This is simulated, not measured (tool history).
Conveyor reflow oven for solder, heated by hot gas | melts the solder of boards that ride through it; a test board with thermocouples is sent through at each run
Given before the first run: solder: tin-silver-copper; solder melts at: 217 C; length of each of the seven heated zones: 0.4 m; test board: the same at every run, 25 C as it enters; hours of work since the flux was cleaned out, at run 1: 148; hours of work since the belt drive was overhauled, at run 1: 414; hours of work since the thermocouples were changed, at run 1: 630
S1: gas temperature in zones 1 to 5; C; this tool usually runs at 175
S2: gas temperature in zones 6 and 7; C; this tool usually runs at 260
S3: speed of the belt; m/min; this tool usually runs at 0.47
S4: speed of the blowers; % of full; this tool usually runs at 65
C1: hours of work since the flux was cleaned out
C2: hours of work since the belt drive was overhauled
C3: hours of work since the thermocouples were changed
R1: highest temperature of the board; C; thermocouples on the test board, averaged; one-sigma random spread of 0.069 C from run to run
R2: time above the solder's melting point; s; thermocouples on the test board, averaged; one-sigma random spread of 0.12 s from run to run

run,hour,S1,S2,S3,S4,C1,C2,C3,R1,R2
1,0.0,175,260,0.47,65,148,414,630,246.89,71.7
2,47.6,175,260,0.47,65,171,437,652,246.65,71.3
3,100.8,175,260,0.47,65,195,462,677,246.40,71.0
# hour 110.9: flux residue cleaned out of gas plates and filters
4,154.8,175,260,0.47,65,21,485,700,248.14,73.6
5,203.0,175,260,0.47,65,43,507,723,248.11,73.5
6,256.1,175,260,0.47,65,68,532,748,247.79,73.2
7,284.6,175,260,0.47,65,81,545,761,247.69,73.1
8,326.7,175,260,0.47,65,101,565,781,247.44,72.8
9,383.0,175,260,0.47,65,127,591,807,247.46,72.8
10,417.9,175,266,0.47,65,144,608,823,252.63,77.8
11,461.3,175,266,0.47,65,164,628,844,252.45,77.2
12,491.8,175,266,0.47,65,178,642,858,252.25,77.1
# hour 537.3: flux residue cleaned out of gas plates and filters
13,551.0,173,260,0.47,65,6,668,883,248.17,73.2
14,587.1,175,260,0.47,63,23,685,900,247.86,73.4
15,630.3,175,260,0.47,63,44,705,921,247.61,73.0
16,661.0,175,260,0.47,63,58,719,935,247.69,72.8

Predict the results of run 17:
# hour 678.0: belt drive overhauled, speed set with a stopwatch
17,720.4,175,260,0.47,63,84,20,961,?,?

Run 17 gave R1 247.34 C, R2 72.1 s.
Had the tool carried no hidden state, the very same run would have given R1 245.84 C, R2 70.7 s.
